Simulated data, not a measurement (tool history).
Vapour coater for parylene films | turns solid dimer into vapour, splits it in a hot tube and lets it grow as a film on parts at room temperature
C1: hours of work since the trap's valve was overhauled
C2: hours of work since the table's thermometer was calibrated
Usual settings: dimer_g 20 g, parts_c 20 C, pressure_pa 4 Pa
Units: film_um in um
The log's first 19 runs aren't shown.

{"run": 20, "hour": 662.6, "dimer_g": 20, "parts_c": 20, "pressure_pa": 6.36, "C1": 176, "C2": 1770, "film_um": 3.81}
{"run": 21, "hour": 702.8, "dimer_g": 20, "parts_c": 20, "pressure_pa": 4, "C1": 210, "C2": 1804, "film_um": 4.26}
{"run": 22, "hour": 742.2, "dimer_g": 20, "parts_c": 20, "pressure_pa": 4, "C1": 244, "C2": 1838, "film_um": 4.25}
{"run": 23, "hour": 763.4, "dimer_g": 20, "parts_c": 32, "pressure_pa": 9.43, "C1": 262, "C2": 1856, "film_um": 2.7}
{"run": 24, "hour": 789.9, "dimer_g": 32, "parts_c": 27, "pressure_pa": 4.47, "C1": 285, "C2": 1879, "film_um": 5.83}
{"run": 25, "hour": 822.8, "dimer_g": 19, "parts_c": 22, "pressure_pa": 4.98, "C1": 313, "C2": 1907, "film_um": 3.7}
{"run": 26, "hour": 844.4, "dimer_g": 20, "parts_c": 20, "pressure_pa": 2.07, "C1": 331, "C2": 1926, "film_um": 5.05}
{"run": 27, "hour": 871.3, "dimer_g": 20, "parts_c": 18, "pressure_pa": 2.07, "C1": 355, "C2": 1949, "film_um": 5.21}
{"run": 28, "hour": 909.3, "dimer_g": 13, "parts_c": 31, "pressure_pa": 4, "C1": 387, "C2": 1981, "film_um": 2.25}
{"run": 29, "hour": 953.0, "dimer_g": 13, "parts_c": 31, "pressure_pa": 4, "C1": 425, "C2": 2019, "film_um": 2.24}
{"run": 30, "hour": 988.2, "dimer_g": 13, "parts_c": 31, "pressure_pa": 4, "C1": 455, "C2": 2049, "film_um": 2.26}
{"run": 31, "hour": 1009.4, "dimer_g": 20, "parts_c": 18, "pressure_pa": 6.49, "C1": 473, "C2": 2067, "film_um": 3.96}
{"run": 32, "hour": 1052.9, "dimer_g": 20, "parts_c": 17, "pressure_pa": 3.29, "C1": 510, "C2": 2104, "film_um": 4.78}
{"run": 33, "hour": 1086.6, "dimer_g": 14, "parts_c": 31, "pressure_pa": 3.29, "C1": 539, "C2": 2133, "film_um": 2.55}
{"run": 34, "hour": 1133.6, "dimer_g": 26, "parts_c": 12, "pressure_pa": 4.99, "C1": 579, "C2": 2173, "film_um": 6.13}
{"run": 35, "hour": 1175.0, "dimer_g": 10, "parts_c": 15, "pressure_pa": 4.99, "C1": 615, "C2": 2209, "film_um": 2.24}
{"run": 36, "hour": 1199.0, "dimer_g": 20, "parts_c": 29, "pressure_pa": 4, "C1": 635, "C2": 2230, "film_um": 3.61}
{"hour": 1213.2, "done": "trap's valve overhauled"}
{"run": 37, "hour": 1225.9, "dimer_g": 20, "parts_c": 26, "pressure_pa": 6.13, "C1": 11, "C2": 2249, "film_um": 3.43}
{"run": 38, "hour": 1248.4, "dimer_g": 20, "parts_c": 26, "pressure_pa": 6.13, "C1": 30, "C2": 2268, "film_um": 3.44}
{"hour": 1259.3, "done": "table's thermometer calibrated"}
{"run": 39, "hour": 1282.5, "dimer_g": 21, "parts_c": 30, "pressure_pa": 9.28, "C1": 59, "C2": 20, "film_um": 3.01}
{"run": 40, "hour": 1311.9, "dimer_g": 29, "parts_c": 30, "pressure_pa": 5.62, "C1": 84, "C2": 45, "film_um": 4.73}
{"run": 41, "hour": 1337.8, "dimer_g": 25, "parts_c": 14, "pressure_pa": 5.62, "C1": 106, "C2": 67, "film_um": 5.59}
{"run": 42, "hour": 1371.1, "dimer_g": 25, "parts_c": 14, "pressure_pa": 5.62, "C1": 134, "C2": 96, "film_um": 5.53}

Forecast run 43:
{"run": 43, "hour": 1391.6, "dimer_g": 24, "parts_c": 14, "pressure_pa": 5.62, "C1": 152, "C2": 113, "film_um": "?"}

film_um: 5.31 um
Without the tool's hidden state the same run would have given film_um 5.31 um.
